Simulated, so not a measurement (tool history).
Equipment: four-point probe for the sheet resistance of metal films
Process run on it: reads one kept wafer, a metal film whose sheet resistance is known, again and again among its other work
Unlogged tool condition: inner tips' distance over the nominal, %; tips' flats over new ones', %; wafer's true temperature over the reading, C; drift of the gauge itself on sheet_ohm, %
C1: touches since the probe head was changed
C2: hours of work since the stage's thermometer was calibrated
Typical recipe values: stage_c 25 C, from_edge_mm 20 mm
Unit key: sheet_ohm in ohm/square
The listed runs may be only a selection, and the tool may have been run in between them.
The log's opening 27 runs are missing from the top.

run 28 hour=1331.5 | stage_c=31 from_edge_mm=33 | C1=58243 C2=1322 | sheet_ohm=24.240434
run 29 hour=1377.6 | stage_c=29 from_edge_mm=43 | C1=59557 C2=1350 | sheet_ohm=24.230998
run 30 hour=1435.3 | stage_c=19 from_edge_mm=4 | C1=61200 C2=1386 | sheet_ohm=25.46174
run 31 hour=1489.1 | stage_c=19 from_edge_mm=4 | C1=62731 C2=1419 | sheet_ohm=25.461964
run 32 hour=1525 | stage_c=27 from_edge_mm=20 | C1=63754 C2=1441 | sheet_ohm=24.275373
run 33 hour=1557.9 | stage_c=31 from_edge_mm=9 | C1=64692 C2=1461 | sheet_ohm=24.489413
run 34 hour=1624.3 | stage_c=35 from_edge_mm=20 | C1=66584 C2=1502 | sheet_ohm=24.295275
run 35 hour=1657.7 | stage_c=35 from_edge_mm=20 | C1=67534 C2=1523 | sheet_ohm=24.299451
run 36 hour=1705.2 | stage_c=26 from_edge_mm=16 | C1=68887 C2=1552 | sheet_ohm=24.321995
run 37 hour=1746.1 | stage_c=28 from_edge_mm=27 | C1=70052 C2=1578 | sheet_ohm=24.284125
run 38 hour=1776.1 | stage_c=20 from_edge_mm=4 | C1=70906 C2=1596 | sheet_ohm=25.501768
run 39 hour=1817.4 | stage_c=20 from_edge_mm=4 | C1=72083 C2=1622 | sheet_ohm=25.504373

Each row is a separate what-if for the run after 39, all from the same tool condition, not one after another. Results?
run A hour=1847.4 | stage_c=22 from_edge_mm=22 | C1=72936 C2=1640 | sheet_ohm=?
run B hour=1847.4 | stage_c=33 from_edge_mm=4 | C1=72936 C2=1640 | sheet_ohm=?
run C hour=1847.4 | stage_c=31 from_edge_mm=25 | C1=72936 C2=1640 | sheet_ohm=?

run=A sheet_ohm=24.293942
run=B sheet_ohm=25.506756
run=C sheet_ohm=24.290505
The same runs, with their run-to-run variation unchanged, on a tool lacking any hidden condition would have given:
run=A sheet_ohm=24.203462
run=B sheet_ohm=25.411675
run=C sheet_ohm=24.199613
